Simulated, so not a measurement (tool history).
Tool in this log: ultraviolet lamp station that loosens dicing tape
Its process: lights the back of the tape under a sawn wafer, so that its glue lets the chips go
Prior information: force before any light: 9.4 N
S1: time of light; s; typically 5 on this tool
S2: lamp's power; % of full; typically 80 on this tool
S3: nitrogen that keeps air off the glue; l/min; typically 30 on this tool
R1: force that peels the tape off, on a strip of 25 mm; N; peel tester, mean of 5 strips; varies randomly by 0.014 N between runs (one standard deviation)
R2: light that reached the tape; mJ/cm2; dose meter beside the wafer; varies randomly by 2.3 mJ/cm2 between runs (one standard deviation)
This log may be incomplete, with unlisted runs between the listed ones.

Run 1, hour 0: usual settings. Result: R1 1.05 N, R2 188 mJ/cm2.
Run 2, hour 16.7: usual settings. Result: R1 1.047 N, R2 191 mJ/cm2.
Run 3, hour 28.6: usual settings but S2 94 % of full. Result: R1 0.804 N, R2 221 mJ/cm2.
Run 4, hour 39.9: usual settings but S2 94 % of full. Result: R1 0.775 N, R2 220 mJ/cm2.
Run 5, hour 60: usual settings. Result: R1 1.109 N, R2 190 mJ/cm2.
Run 6, hour 79.6: usual settings. Result: R1 1.136 N, R2 185 mJ/cm2.
Run 7, hour 98.8: usual settings but S2 99 % of full. Result: R1 0.71 N, R2 233 mJ/cm2.
Run 8, hour 117.9: usual settings. Result: R1 1.131 N, R2 186 mJ/cm2.
Run 9, hour 131.2: usual settings but S1 4 s, S2 65 % of full, S3 13 l/min. Result: R1 3.169 N, R2 119 mJ/cm2.
Run 10, hour 151.9: usual settings but S1 4 s, S2 65 % of full, S3 13 l/min. Result: R1 3.257 N, R2 116 mJ/cm2.
Run 11, hour 163: usual settings but S1 4 s, S2 65 % of full, S3 13 l/min. Result: R1 3.184 N, R2 118 mJ/cm2.
Run 12, hour 187.2: usual settings but S2 92 % of full, S3 9 l/min. Result: R1 1.886 N, R2 206 mJ/cm2.
Run 13, hour 204.2: usual settings but S2 64 % of full. Result: R1 1.692 N, R2 143 mJ/cm2.
Run 14, hour 215.4: usual settings but S1 7 s, S2 61 % of full, S3 16 l/min. Result: R1 1.593 N, R2 193 mJ/cm2.
Run 15, hour 238.9: usual settings but S1 6 s, S2 76 % of full, S3 23 l/min. Result: R1 1.087 N, R2 204 mJ/cm2.

Removed from this log: 1 entry logged between the listed runs. Between which two listed runs does each belong, and how does the tool's hidden state at the listed run before it compare with that at the listed run after it?
From run 9 to run 10: window cleaned of glue's vapour (hour 133.1)
  lamp's light, % of a new lamp's: 80.5 -> 80.1; light that the window lets through, % of a clean one's: 95.8 -> 95
  measured minus no-state result, R1: +0.832 -> +0.891 N; R2: -36 -> -37 mJ/cm2
